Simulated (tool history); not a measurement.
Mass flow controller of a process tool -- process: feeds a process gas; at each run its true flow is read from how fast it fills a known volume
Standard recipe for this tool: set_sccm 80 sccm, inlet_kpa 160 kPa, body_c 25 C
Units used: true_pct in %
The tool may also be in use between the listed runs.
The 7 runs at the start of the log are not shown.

{"run": 8, "hour": 1157.6, "set_sccm": 191, "inlet_kpa": 160, "body_c": 25, "true_pct": 99.98}
{"run": 9, "hour": 1351.2, "set_sccm": 191, "inlet_kpa": 160, "body_c": 25, "true_pct": 100.07}
{"run": 10, "hour": 1507.8, "set_sccm": 191, "inlet_kpa": 160, "body_c": 25, "true_pct": 100.24}
{"run": 11, "hour": 1615.4, "set_sccm": 191, "inlet_kpa": 160, "body_c": 25, "true_pct": 100.23}
{"run": 12, "hour": 1814.6, "set_sccm": 191, "inlet_kpa": 160, "body_c": 25, "true_pct": 100.27}
{"run": 13, "hour": 2031.0, "set_sccm": 80, "inlet_kpa": 160, "body_c": 25, "true_pct": 100.08}
{"run": 14, "hour": 2182.7, "set_sccm": 80, "inlet_kpa": 160, "body_c": 25, "true_pct": 100.04}
{"run": 15, "hour": 2278.2, "set_sccm": 80, "inlet_kpa": 160, "body_c": 25, "true_pct": 100.05}
{"run": 16, "hour": 2448.1, "set_sccm": 80, "inlet_kpa": 160, "body_c": 25, "true_pct": 100.09}
{"run": 17, "hour": 2634.2, "set_sccm": 32, "inlet_kpa": 170, "body_c": 25, "true_pct": 100.3}
{"run": 18, "hour": 2793.2, "set_sccm": 32, "inlet_kpa": 170, "body_c": 25, "true_pct": 100.25}
{"run": 19, "hour": 3011.0, "set_sccm": 32, "inlet_kpa": 170, "body_c": 25, "true_pct": 100.39}
{"run": 20, "hour": 3220.7, "set_sccm": 53, "inlet_kpa": 170, "body_c": 24, "true_pct": 100.23}
{"run": 21, "hour": 3320.6, "set_sccm": 80, "inlet_kpa": 196, "body_c": 27, "true_pct": 100.86}
{"run": 22, "hour": 3499.4, "set_sccm": 80, "inlet_kpa": 196, "body_c": 27, "true_pct": 100.92}
{"run": 23, "hour": 3632.8, "set_sccm": 80, "inlet_kpa": 196, "body_c": 27, "true_pct": 100.9}
{"run": 24, "hour": 3796.9, "set_sccm": 80, "inlet_kpa": 196, "body_c": 27, "true_pct": 101.03}
{"run": 25, "hour": 4019.2, "set_sccm": 22, "inlet_kpa": 235, "body_c": 29, "true_pct": 101.32}
{"run": 26, "hour": 4159.1, "set_sccm": 113, "inlet_kpa": 160, "body_c": 29, "true_pct": 100.97}
{"run": 27, "hour": 4278.6, "set_sccm": 157, "inlet_kpa": 187, "body_c": 22, "true_pct": 100.69}
{"run": 28, "hour": 4381.2, "set_sccm": 47, "inlet_kpa": 171, "body_c": 38, "true_pct": 102.2}
{"run": 29, "hour": 4493.0, "set_sccm": 80, "inlet_kpa": 150, "body_c": 27, "true_pct": 100.95}
{"run": 30, "hour": 4623.0, "set_sccm": 80, "inlet_kpa": 150, "body_c": 27, "true_pct": 100.92}
{"run": 31, "hour": 4835.4, "set_sccm": 80, "inlet_kpa": 150, "body_c": 27, "true_pct": 101.05}
{"run": 32, "hour": 5018.4, "set_sccm": 80, "inlet_kpa": 160, "body_c": 25, "true_pct": 100.95}

Forecast each of these 5 alternatives for the next run:
{"run": "A", "hour": 5125.8, "set_sccm": 80, "inlet_kpa": 160, "body_c": 25, "true_pct": "?"}
{"run": "B", "hour": 5125.8, "set_sccm": 21, "inlet_kpa": 160, "body_c": 26, "true_pct": "?"}
{"run": "C", "hour": 5125.8, "set_sccm": 113, "inlet_kpa": 172, "body_c": 36, "true_pct": "?"}
{"run": "D", "hour": 5125.8, "set_sccm": 134, "inlet_kpa": 141, "body_c": 20, "true_pct": "?"}
{"run": "E", "hour": 5125.8, "set_sccm": 80, "inlet_kpa": 264, "body_c": 25, "true_pct": "?"}

run=A true_pct=100.91
run=B true_pct=100.84
run=C true_pct=102.21
run=D true_pct=100.4
run=E true_pct=101.69
With the hidden condition removed and each run's random variation left untouched, the same runs would have given:
run=A true_pct=99.48
run=B true_pct=99.39
run=C true_pct=100.76
run=D true_pct=98.97
run=E true_pct=100.25
